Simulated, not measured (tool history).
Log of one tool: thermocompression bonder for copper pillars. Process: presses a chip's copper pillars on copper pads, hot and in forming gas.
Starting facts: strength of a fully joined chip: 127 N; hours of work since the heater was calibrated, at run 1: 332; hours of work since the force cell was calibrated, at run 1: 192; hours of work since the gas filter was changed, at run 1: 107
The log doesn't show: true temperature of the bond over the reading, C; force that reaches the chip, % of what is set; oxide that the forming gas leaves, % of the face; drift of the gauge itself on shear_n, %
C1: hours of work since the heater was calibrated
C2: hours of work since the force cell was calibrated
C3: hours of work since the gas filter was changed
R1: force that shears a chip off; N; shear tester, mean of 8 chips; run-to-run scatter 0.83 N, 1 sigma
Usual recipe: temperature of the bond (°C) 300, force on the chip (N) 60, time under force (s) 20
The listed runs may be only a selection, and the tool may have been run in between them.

{"run": 1, "hour": 0.0, "temperature of the bond (°C)": 300, "force on the chip (N)": 60, "time under force (s)": 20, "C1": 332, "C2": 192, "C3": 107, "R1": 60.1}
{"run": 2, "hour": 13.8, "temperature of the bond (°C)": 300, "force on the chip (N)": 60, "time under force (s)": 21, "C1": 340, "C2": 200, "C3": 116, "R1": 60.4}
{"run": 3, "hour": 35.1, "temperature of the bond (°C)": 300, "force on the chip (N)": 60, "time under force (s)": 21, "C1": 353, "C2": 213, "C3": 128, "R1": 59.9}
{"run": 4, "hour": 67.7, "temperature of the bond (°C)": 300, "force on the chip (N)": 60, "time under force (s)": 20, "C1": 372, "C2": 232, "C3": 148, "R1": 56.4}
{"run": 5, "hour": 93.1, "temperature of the bond (°C)": 300, "force on the chip (N)": 60, "time under force (s)": 23, "C1": 387, "C2": 247, "C3": 163, "R1": 60.8}
{"run": 6, "hour": 111.6, "temperature of the bond (°C)": 300, "force on the chip (N)": 60, "time under force (s)": 47, "C1": 398, "C2": 258, "C3": 174, "R1": 76.4}
{"run": 7, "hour": 124.9, "temperature of the bond (°C)": 300, "force on the chip (N)": 60, "time under force (s)": 47, "C1": 406, "C2": 266, "C3": 181, "R1": 74.8}
{"run": 8, "hour": 138.9, "temperature of the bond (°C)": 300, "force on the chip (N)": 60, "time under force (s)": 47, "C1": 415, "C2": 274, "C3": 190, "R1": 75.8}
{"run": 9, "hour": 153.5, "temperature of the bond (°C)": 300, "force on the chip (N)": 60, "time under force (s)": 20, "C1": 423, "C2": 283, "C3": 198, "R1": 55.6}
{"run": 10, "hour": 183.0, "temperature of the bond (°C)": 300, "force on the chip (N)": 60, "time under force (s)": 20, "C1": 441, "C2": 300, "C3": 216, "R1": 55.6}
{"run": 11, "hour": 202.4, "temperature of the bond (°C)": 300, "force on the chip (N)": 60, "time under force (s)": 20, "C1": 452, "C2": 312, "C3": 227, "R1": 55}
{"run": 12, "hour": 222.8, "temperature of the bond (°C)": 284, "force on the chip (N)": 60, "time under force (s)": 20, "C1": 464, "C2": 324, "C3": 239, "R1": 44.7}
{"run": 13, "hour": 241.5, "temperature of the bond (°C)": 284, "force on the chip (N)": 60, "time under force (s)": 20, "C1": 475, "C2": 335, "C3": 250, "R1": 42.6}
{"run": 14, "hour": 267.2, "temperature of the bond (°C)": 273, "force on the chip (N)": 60, "time under force (s)": 20, "C1": 491, "C2": 350, "C3": 266, "R1": 37}
{"run": 15, "hour": 285.5, "temperature of the bond (°C)": 273, "force on the chip (N)": 60, "time under force (s)": 20, "C1": 501, "C2": 361, "C3": 277, "R1": 36.4}
{"hour": 294.6, "done": "heater calibrated with a thermocouple chip"}
{"run": 16, "hour": 302.0, "temperature of the bond (°C)": 273, "force on the chip (N)": 60, "time under force (s)": 58, "C1": 4, "C2": 370, "C3": 285, "R1": 62.4}
{"run": 17, "hour": 329.4, "temperature of the bond (°C)": 300, "force on the chip (N)": 60, "time under force (s)": 48, "C1": 21, "C2": 386, "C3": 301, "R1": 76.6}
{"hour": 347.6, "done": "forming gas filter changed"}
{"run": 18, "hour": 353.6, "temperature of the bond (°C)": 300, "force on the chip (N)": 83, "time under force (s)": 20, "C1": 35, "C2": 400, "C3": 4, "R1": 77.1}
{"run": 19, "hour": 381.7, "temperature of the bond (°C)": 300, "force on the chip (N)": 83, "time under force (s)": 20, "C1": 51, "C2": 417, "C3": 20, "R1": 74.3}
{"run": 20, "hour": 403.7, "temperature of the bond (°C)": 300, "force on the chip (N)": 60, "time under force (s)": 20, "C1": 64, "C2": 430, "C3": 33, "R1": 63.3}
{"run": 21, "hour": 436.0, "temperature of the bond (°C)": 300, "force on the chip (N)": 60, "time under force (s)": 11, "C1": 83, "C2": 449, "C3": 52, "R1": 49.3}
{"run": 22, "hour": 468.0, "temperature of the bond (°C)": 323, "force on the chip (N)": 66, "time under force (s)": 57, "C1": 102, "C2": 468, "C3": 71, "R1": 102.7}
{"run": 23, "hour": 484.1, "temperature of the bond (°C)": 324, "force on the chip (N)": 61, "time under force (s)": 22, "C1": 112, "C2": 477, "C3": 81, "R1": 81}
{"run": 24, "hour": 501.7, "temperature of the bond (°C)": 280, "force on the chip (N)": 44, "time under force (s)": 22, "C1": 122, "C2": 488, "C3": 91, "R1": 39.7}
{"run": 25, "hour": 529.3, "temperature of the bond (°C)": 280, "force on the chip (N)": 73, "time under force (s)": 22, "C1": 139, "C2": 504, "C3": 108, "R1": 54.5}
{"run": 26, "hour": 560.9, "temperature of the bond (°C)": 309, "force on the chip (N)": 60, "time under force (s)": 11, "C1": 157, "C2": 523, "C3": 126, "R1": 52.2}
{"run": 27, "hour": 583.6, "temperature of the bond (°C)": 318, "force on the chip (N)": 60, "time under force (s)": 50, "C1": 171, "C2": 536, "C3": 140, "R1": 92}
{"run": 28, "hour": 603.4, "temperature of the bond (°C)": 318, "force on the chip (N)": 60, "time under force (s)": 50, "C1": 183, "C2": 548, "C3": 152, "R1": 92.5}
{"run": 29, "hour": 631.1, "temperature of the bond (°C)": 318, "force on the chip (N)": 60, "time under force (s)": 50, "C1": 199, "C2": 564, "C3": 168, "R1": 90.7}

Run 30 is up next; what results do you expect?
{"run": 30, "hour": 650.9, "temperature of the bond (°C)": 273, "force on the chip (N)": 62, "time under force (s)": 14, "C1": 211, "C2": 576, "C3": 180, "R1": "?"}

R1: 35.6 N
With the hidden condition absent and the run-to-run variation left alone, this run would have shown R1 42.1 N.

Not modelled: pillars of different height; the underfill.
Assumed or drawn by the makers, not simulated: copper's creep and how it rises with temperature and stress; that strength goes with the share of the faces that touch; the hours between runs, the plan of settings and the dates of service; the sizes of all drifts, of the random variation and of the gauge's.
